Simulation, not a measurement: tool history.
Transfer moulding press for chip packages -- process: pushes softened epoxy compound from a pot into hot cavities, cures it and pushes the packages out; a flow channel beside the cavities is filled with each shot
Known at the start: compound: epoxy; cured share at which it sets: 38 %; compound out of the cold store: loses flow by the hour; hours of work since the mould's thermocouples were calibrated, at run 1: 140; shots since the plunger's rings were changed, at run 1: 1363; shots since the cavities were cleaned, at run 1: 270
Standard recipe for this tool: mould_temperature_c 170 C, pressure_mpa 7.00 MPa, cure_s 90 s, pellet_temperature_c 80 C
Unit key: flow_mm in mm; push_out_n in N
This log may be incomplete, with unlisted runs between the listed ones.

run	hour	mould_temperature_c	pressure_mpa	cure_s	pellet_temperature_c	hours of work since the mould's thermocouples were calibrated	shots since the plunger's rings were changed	shots since the cavities were cleaned	incoming compound's hours out of the cold store	flow_mm	push_out_n
1	0.0	170	7.00	90	80	140	1363	270	35.1	663	388
2	12.3	170	7.00	90	80	146	1472	379	34.2	669	426
3	21.1	170	7.00	90	80	150	1551	458	41.3	655	422
4	30.0	170	7.00	90	80	154	1629	536	13.2	716	460
5	37.2	170	7.00	90	80	158	1693	600	25.4	674	457
6	42.9	170	7.00	90	80	160	1744	651	22.3	688	480
7	56.4	170	7.00	78	80	166	1863	770	23.3	686	591
8	64.3	170	7.00	78	80	170	1933	840	10.1	718	607
# hour 68.2: cavities cleaned with cleaning compound and waxed
9	79.1	170	7.00	78	80	176	2051	97	39.2	636	378
10	89.6	170	7.00	84	80	181	2144	190	41.5	643	371
11	100.4	170	7.00	84	80	186	2240	286	15.6	710	451
12	111.0	170	7.00	84	80	191	2334	380	47.0	627	426
13	116.8	170	7.00	90	80	193	2385	431	9.8	712	438
14	124.2	170	7.00	90	80	197	2451	497	12.5	708	453
15	129.9	170	7.00	90	74	199	2501	547	10.0	718	483
16	141.8	169	7.00	90	74	205	2607	653	39.9	648	474
17	149.2	169	7.00	90	74	208	2672	718	36.6	656	492
18	158.2	166	7.00	81	71	212	2752	798	29.0	678	701
19	164.1	166	5.76	123	75	215	2804	850	10.1	652	465
# hour 167.5: cavities cleaned with cleaning compound and waxed
20	173.4	167	5.79	123	75	219	2873	52	10.8	648	308
21	186.2	167	6.87	106	75	225	2987	166	42.2	633	337
22	194.7	167	6.87	106	75	229	3062	241	26.5	662	385
23	201.0	167	6.87	91	73	231	3118	297	19.7	675	432
24	214.3	167	6.87	91	73	237	3235	414	29.0	660	461
25	226.9	167	6.87	91	74	243	3347	526	39.1	632	494
26	239.1	170	7.00	90	80	249	3456	635	46.5	611	453
27	245.2	175	7.00	118	87	252	3510	689	42.9	596	432
28	251.9	175	7.00	118	85	255	3569	748	9.1	668	451
# hour 266.3: cavities cleaned with cleaning compound and waxed
29	266.6	175	7.00	95	74	261	3686	3	15.4	660	278

Alternative continuations, all from the tool just after run 29; predict every row:
A	277.4	165	7.00	90	80	266	3782	99	43.5	?	?
B	277.4	164	7.07	72	80	266	3782	99	39.5	?	?
C	277.4	175	8.35	95	76	266	3782	99	15.4	?	?

run	flow_mm	push_out_n
A	631	423
B	638	669
C	725	326
Take away the tool's hidden state, keep each run's random variation, and the runs would have read:
run	flow_mm	push_out_n
A	690	389
B	698	627
C	792	286

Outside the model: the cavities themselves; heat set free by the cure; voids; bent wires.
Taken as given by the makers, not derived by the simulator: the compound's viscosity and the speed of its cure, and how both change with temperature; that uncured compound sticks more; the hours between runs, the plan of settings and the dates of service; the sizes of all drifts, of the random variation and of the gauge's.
